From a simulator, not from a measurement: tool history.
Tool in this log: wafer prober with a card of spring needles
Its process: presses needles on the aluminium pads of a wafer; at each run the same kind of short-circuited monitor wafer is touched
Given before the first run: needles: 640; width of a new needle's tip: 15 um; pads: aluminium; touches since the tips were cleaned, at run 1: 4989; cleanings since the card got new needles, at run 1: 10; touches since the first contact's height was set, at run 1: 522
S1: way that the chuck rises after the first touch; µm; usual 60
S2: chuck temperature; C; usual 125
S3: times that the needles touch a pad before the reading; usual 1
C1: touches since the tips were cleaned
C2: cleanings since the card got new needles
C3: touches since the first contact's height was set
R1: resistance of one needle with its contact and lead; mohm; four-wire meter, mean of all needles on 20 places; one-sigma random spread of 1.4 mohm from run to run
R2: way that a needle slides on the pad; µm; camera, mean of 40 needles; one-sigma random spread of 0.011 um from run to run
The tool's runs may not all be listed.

| run | day | S1 | S2 | S3 | C1 | C2 | C3 | R1 | R2 |
|---|---|---|---|---|---|---|---|---|---|
| 1 | 0.000 | 60 | 125 | 1 | 4989 | 10 | 522 | 150 | 8.33 |
|  | 0.496 | tips cleaned on abrasive film |
| 2 | 0.704 | 60 | 125 | 1 | 1779 | 11 | 6434 | 172 | 8.33 |
| 3 | 1.438 | 60 | 125 | 1 | 7938 | 11 | 12593 | 168 | 8.32 |
|  | 1.571 | tips cleaned on abrasive film |
| 4 | 1.867 | 60 | 125 | 1 | 2496 | 12 | 16181 | 142 | 8.33 |
| 5 | 2.325 | 40 | 125 | 1 | 6349 | 12 | 20034 | 197 | 5.53 |
|  | 2.683 | tips cleaned on abrasive film |
| 6 | 2.858 | 40 | 125 | 1 | 1487 | 13 | 24508 | 156 | 5.54 |
| 7 | 3.533 | 60 | 96 | 1 | 7159 | 13 | 30180 | 152 | 8.31 |
|  | 3.779 | tips cleaned on abrasive film |
| 8 | 4.058 | 60 | 125 | 1 | 2363 | 14 | 34589 | 140 | 8.31 |
|  | 4.242 | tips cleaned on abrasive film, once more |
| 9 | 4.508 | 42 | 125 | 1 | 2238 | 15 | 38324 | 161 | 5.80 |
| 10 | 5.242 | 45 | 125 | 1 | 8447 | 15 | 44533 | 185 | 6.20 |
|  | 5.358 | tips cleaned on abrasive film |
| 11 | 5.654 | 45 | 125 | 1 | 2471 | 16 | 47946 | 158 | 6.20 |
| 12 | 6.154 | 45 | 125 | 1 | 6711 | 16 | 52186 | 181 | 6.20 |
|  | 6.429 | tips cleaned on abrasive film |
| 13 | 6.888 | 60 | 125 | 1 | 3860 | 17 | 58327 | 149 | 8.26 |
| 14 | 7.308 | 60 | 125 | 1 | 7385 | 17 | 61852 | 157 | 8.26 |
|  | 7.546 | tips cleaned on abrasive film |
| 15 | 7.658 | 60 | 125 | 1 | 944 | 18 | 64766 | 133 | 8.27 |
| 16 | 8.362 | 60 | 125 | 1 | 6886 | 18 | 70708 | 155 | 8.26 |
|  | 8.642 | tips cleaned on abrasive film |
| 17 | 8.971 | 60 | 125 | 1 | 2760 | 19 | 75798 | 141 | 8.26 |
| 18 | 9.496 | 54 | 50 | 2 | 7199 | 19 | 80237 | 140 | 7.44 |
|  | 9.721 | tips cleaned on abrasive film |
| 19 | 10.121 | 54 | 51 | 1 | 3376 | 20 | 85469 | 148 | 7.43 |
| 20 | 10.475 | 41 | 54 | 3 | 6360 | 20 | 88453 | 142 | 5.64 |
|  | 10.821 | tips cleaned on abrasive film |
| 21 | 10.892 | 41 | 54 | 3 | 620 | 21 | 91930 | 124 | 5.63 |

Expected results for the next run?
| 22 | 11.242 | 65 | 49 | 2 | 3553 | 21 | 94863 | ? | ? |

R1: 124 mohm
R2: 8.95 µm
With no hidden state in the tool, this same run would have given R1 108 mohm, R2 9.03 µm.

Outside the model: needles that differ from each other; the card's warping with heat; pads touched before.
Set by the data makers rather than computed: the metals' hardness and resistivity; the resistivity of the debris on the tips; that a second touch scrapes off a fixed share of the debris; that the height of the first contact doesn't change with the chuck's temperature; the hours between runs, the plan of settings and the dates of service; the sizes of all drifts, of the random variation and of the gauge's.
